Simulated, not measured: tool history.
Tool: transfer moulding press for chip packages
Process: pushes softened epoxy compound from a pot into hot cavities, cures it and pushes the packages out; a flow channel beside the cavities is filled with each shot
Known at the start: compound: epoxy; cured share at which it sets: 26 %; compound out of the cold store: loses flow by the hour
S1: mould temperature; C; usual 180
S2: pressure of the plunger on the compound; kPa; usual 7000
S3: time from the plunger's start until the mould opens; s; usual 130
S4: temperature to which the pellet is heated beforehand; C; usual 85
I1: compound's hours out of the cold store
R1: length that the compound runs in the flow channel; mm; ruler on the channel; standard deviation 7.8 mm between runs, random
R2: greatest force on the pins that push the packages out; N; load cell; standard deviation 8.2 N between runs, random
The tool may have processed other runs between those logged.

| run | hour | S1 | S2 | S3 | S4 | I1 | R1 | R2 |
|---|---|---|---|---|---|---|---|---|
| 1 | 0 | 180 | 7000 | 130 | 85 | 21.5 | 953 | 347 |
| 2 | 17.7 | 180 | 7000 | 130 | 85 | 8.1 | 1022 | 374 |
|  | 33.2 | cavities cleaned with cleaning compound and waxed |
| 3 | 56.9 | 180 | 7000 | 130 | 85 | 23.7 | 957 | 361 |
|  | 70.1 | cavities cleaned with cleaning compound and waxed |
| 4 | 79.3 | 180 | 7000 | 151 | 85 | 46.1 | 894 | 320 |
|  | 106.4 | cavities cleaned with cleaning compound and waxed |
| 5 | 114.3 | 183 | 7000 | 130 | 85 | 14.1 | 970 | 331 |
|  | 142.7 | cavities cleaned with cleaning compound and waxed |
| 6 | 144 | 183 | 7000 | 130 | 85 | 23.8 | 950 | 345 |
| 7 | 161.2 | 180 | 7000 | 157 | 85 | 14.3 | 982 | 337 |
|  | 180.9 | cavities cleaned with cleaning compound and waxed |
| 8 | 187.3 | 180 | 6250 | 157 | 85 | 27 | 900 | 319 |
| 9 | 208.8 | 180 | 6250 | 157 | 85 | 33.5 | 866 | 326 |
|  | 218 | cavities cleaned with cleaning compound and waxed |
| 10 | 244.9 | 180 | 6250 | 157 | 85 | 11.8 | 950 | 336 |
|  | 254.4 | cavities cleaned with cleaning compound and waxed |
| 11 | 269.5 | 188 | 7070 | 164 | 82 | 47.4 | 871 | 337 |
|  | 292 | cavities cleaned with cleaning compound and waxed |
| 12 | 306.4 | 182 | 6250 | 129 | 78 | 47.5 | 835 | 341 |
|  | 330.4 | plunger's sealing rings changed |
|  | 331.9 | cavities cleaned with cleaning compound and waxed |
| 13 | 350 | 180 | 6710 | 130 | 85 | 17.5 | 958 | 361 |
|  | 369.5 | cavities cleaned with cleaning compound and waxed |
| 14 | 384.1 | 180 | 6710 | 130 | 85 | 27.6 | 938 | 376 |
|  | 390.9 | mould's thermocouples calibrated |
|  | 409.8 | cavities cleaned with cleaning compound and waxed |
| 15 | 425.8 | 180 | 6710 | 130 | 85 | 47.6 | 868 | 345 |
|  | 447.9 | cavities cleaned with cleaning compound and waxed |
| 16 | 451 | 180 | 6710 | 130 | 85 | 42.1 | 883 | 346 |
|  | 486 | cavities cleaned with cleaning compound and waxed |
| 17 | 488.6 | 176 | 7000 | 123 | 82 | 44.6 | 907 | 448 |
| 18 | 505.9 | 183 | 7000 | 135 | 85 | 9.6 | 1015 | 353 |

Each row is a separate what-if for the run after 18, all from the same tool condition, not one after another. Results?
|  | 523 | cavities cleaned with cleaning compound and waxed |
| A | 547.6 | 184 | 7000 | 130 | 78 | 14.5 | ? | ? |
|  | 523 | cavities cleaned with cleaning compound and waxed |
| B | 547.6 | 175 | 6190 | 135 | 91 | 20.8 | ? | ? |
|  | 523 | cavities cleaned with cleaning compound and waxed |
| C | 547.6 | 180 | 7000 | 122 | 79 | 19.9 | ? | ? |

| run | R1 | R2 |
|---|---|---|
| A | 977 | 339 |
| B | 926 | 428 |
| C | 969 | 406 |
What these runs would have given with no unlogged condition in the tool:
| run | R1 | R2 |
|---|---|---|
| A | 978 | 335 |
| B | 927 | 423 |
| C | 970 | 401 |
